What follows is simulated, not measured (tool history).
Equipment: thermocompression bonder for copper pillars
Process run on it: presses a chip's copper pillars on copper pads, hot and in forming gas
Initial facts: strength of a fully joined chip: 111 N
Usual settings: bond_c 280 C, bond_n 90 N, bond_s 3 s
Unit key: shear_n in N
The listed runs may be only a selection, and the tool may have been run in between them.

run 1 hour=0 | bond_c=280 bond_n=90 bond_s=3 | shear_n=46.1
run 2 hour=37.6 | bond_c=280 bond_n=90 bond_s=3 | shear_n=45.3
run 3 hour=83.4 | bond_c=280 bond_n=90 bond_s=3 | shear_n=44.7
run 4 hour=114.5 | bond_c=280 bond_n=90 bond_s=3 | shear_n=45.3
run 5 hour=152.9 | bond_c=280 bond_n=90 bond_s=3 | shear_n=43.6
run 6 hour=191.6 | bond_c=280 bond_n=90 bond_s=2 | shear_n=37.4
run 7 hour=247.4 | bond_c=280 bond_n=80 bond_s=3 | shear_n=41
run 8 hour=274.5 | bond_c=280 bond_n=90 bond_s=3 | shear_n=44.2
-- hour=278.9 heater calibrated with a thermocouple chip
run 9 hour=319.6 | bond_c=280 bond_n=90 bond_s=3 | shear_n=44.5
run 10 hour=357.9 | bond_c=280 bond_n=90 bond_s=3 | shear_n=44.8
run 11 hour=403.8 | bond_c=280 bond_n=90 bond_s=3 | shear_n=44.3
run 12 hour=428 | bond_c=280 bond_n=90 bond_s=3 | shear_n=45
run 13 hour=457.9 | bond_c=269 bond_n=85 bond_s=2 | shear_n=32.2
run 14 hour=507 | bond_c=310 bond_n=55 bond_s=3 | shear_n=46.9
run 15 hour=554.8 | bond_c=310 bond_n=55 bond_s=3 | shear_n=46.6
run 16 hour=591.4 | bond_c=268 bond_n=128 bond_s=4 | shear_n=49.7
-- hour=604.3 heater calibrated with a thermocouple chip, once more
run 17 hour=643.1 | bond_c=268 bond_n=128 bond_s=4 | shear_n=47
run 18 hour=677.9 | bond_c=268 bond_n=99 bond_s=6 | shear_n=47.8
run 19 hour=714.7 | bond_c=268 bond_n=99 bond_s=6 | shear_n=47.1
run 20 hour=753.9 | bond_c=296 bond_n=92 bond_s=2 | shear_n=40.1
run 21 hour=778.3 | bond_c=280 bond_n=85 bond_s=3 | shear_n=38.4
-- hour=805.9 forming gas filter changed
run 22 hour=812.5 | bond_c=280 bond_n=85 bond_s=7 | shear_n=58.8
run 23 hour=860.1 | bond_c=272 bond_n=85 bond_s=7 | shear_n=53.8

Run by run, hidden condition taken away, random variation retained:
The tool's hidden condition here consists of: true temperature of the bond over the reading, C; force that reaches the chip, % of what is set; oxide that the forming gas leaves, % of the face; drift of the gauge itself on shear_n, %.
run=1 shear_n=46
run=2 shear_n=45.4
run=3 shear_n=45.1
run=4 shear_n=45.8
run=5 shear_n=44.3
run=6 shear_n=38.1
run=7 shear_n=42.1
run=8 shear_n=45.5
run=9 shear_n=44.9
run=10 shear_n=45.4
run=11 shear_n=45.2
run=12 shear_n=46
run=13 shear_n=32.8
run=14 shear_n=48.8
run=15 shear_n=48.9
run=16 shear_n=51.9
run=17 shear_n=52.7
run=18 shear_n=53.9
run=19 shear_n=53.4
run=20 shear_n=45.8
run=21 shear_n=44
run=22 shear_n=59.8
run=23 shear_n=55
